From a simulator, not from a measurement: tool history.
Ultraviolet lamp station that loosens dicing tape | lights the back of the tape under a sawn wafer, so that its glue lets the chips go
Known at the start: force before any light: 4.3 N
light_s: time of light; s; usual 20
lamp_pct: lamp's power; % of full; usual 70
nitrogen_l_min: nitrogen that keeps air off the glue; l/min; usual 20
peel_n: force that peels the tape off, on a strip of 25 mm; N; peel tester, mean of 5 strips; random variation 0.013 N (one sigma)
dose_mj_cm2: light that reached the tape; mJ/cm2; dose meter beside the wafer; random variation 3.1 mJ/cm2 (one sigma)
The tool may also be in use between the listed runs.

Run 1, hour 0: usual settings. Result: peel_n 0.61 N, dose_mj_cm2 485 mJ/cm2.
Run 2, hour 14: usual settings but lamp_pct 78 % of full. Result: peel_n 0.471 N, dose_mj_cm2 539 mJ/cm2.
Run 3, hour 21: usual settings but lamp_pct 78 % of full. Result: peel_n 0.482 N, dose_mj_cm2 541 mJ/cm2.
Run 4, hour 37: usual settings but nitrogen_l_min 23 l/min. Result: peel_n 0.583 N, dose_mj_cm2 484 mJ/cm2.
Run 5, hour 48.7: usual settings but light_s 28 s. Result: peel_n 0.289 N, dose_mj_cm2 683 mJ/cm2.
Run 6, hour 58.4: usual settings but light_s 28 s. Result: peel_n 0.285 N, dose_mj_cm2 672 mJ/cm2.
Run 7, hour 69.3: usual settings but light_s 28 s. Result: peel_n 0.293 N, dose_mj_cm2 674 mJ/cm2.
Run 8, hour 82.3: usual settings. Result: peel_n 0.575 N, dose_mj_cm2 487 mJ/cm2.
Run 9, hour 96.9: usual settings. Result: peel_n 0.591 N, dose_mj_cm2 485 mJ/cm2.
Run 10, hour 109.5: usual settings. Result: peel_n 0.576 N, dose_mj_cm2 483 mJ/cm2.
Run 11, hour 117.5: usual settings. Result: peel_n 0.571 N, dose_mj_cm2 482 mJ/cm2.
Run 12, hour 133.8: usual settings. Result: peel_n 0.598 N, dose_mj_cm2 488 mJ/cm2.
At hour 137.9: window cleaned of glue's vapour.
Run 13, hour 146.4: usual settings. Result: peel_n 0.577 N, dose_mj_cm2 486 mJ/cm2.
Run 14, hour 160.3: usual settings. Result: peel_n 0.578 N, dose_mj_cm2 483 mJ/cm2.
Run 15, hour 177.1: usual settings. Result: peel_n 0.596 N, dose_mj_cm2 488 mJ/cm2.
Run 16, hour 192.2: usual settings but nitrogen_l_min 28 l/min. Result: peel_n 0.54 N, dose_mj_cm2 486 mJ/cm2.
Run 17, hour 202: usual settings but nitrogen_l_min 28 l/min. Result: peel_n 0.53 N, dose_mj_cm2 492 mJ/cm2.
Run 18, hour 218.6: usual settings but nitrogen_l_min 28 l/min. Result: peel_n 0.512 N, dose_mj_cm2 483 mJ/cm2.
Run 19, hour 233: usual settings but lamp_pct 83 % of full, nitrogen_l_min 28 l/min. Result: peel_n 0.381 N, dose_mj_cm2 574 mJ/cm2.
Run 20, hour 250.1: usual settings but light_s 21 s, lamp_pct 60 % of full, nitrogen_l_min 31 l/min. Result: peel_n 0.606 N, dose_mj_cm2 439 mJ/cm2.

Forecast run 21:
Run 21, hour 265.8: usual settings but light_s 16 s, lamp_pct 83 % of full, nitrogen_l_min 16 l/min. Result: peel_n ?, dose_mj_cm2 ?.

Run 21 gave peel_n 0.687 N, dose_mj_cm2 461 mJ/cm2.
Without the tool's hidden state the same run would have given peel_n 0.685 N, dose_mj_cm2 462 mJ/cm2.
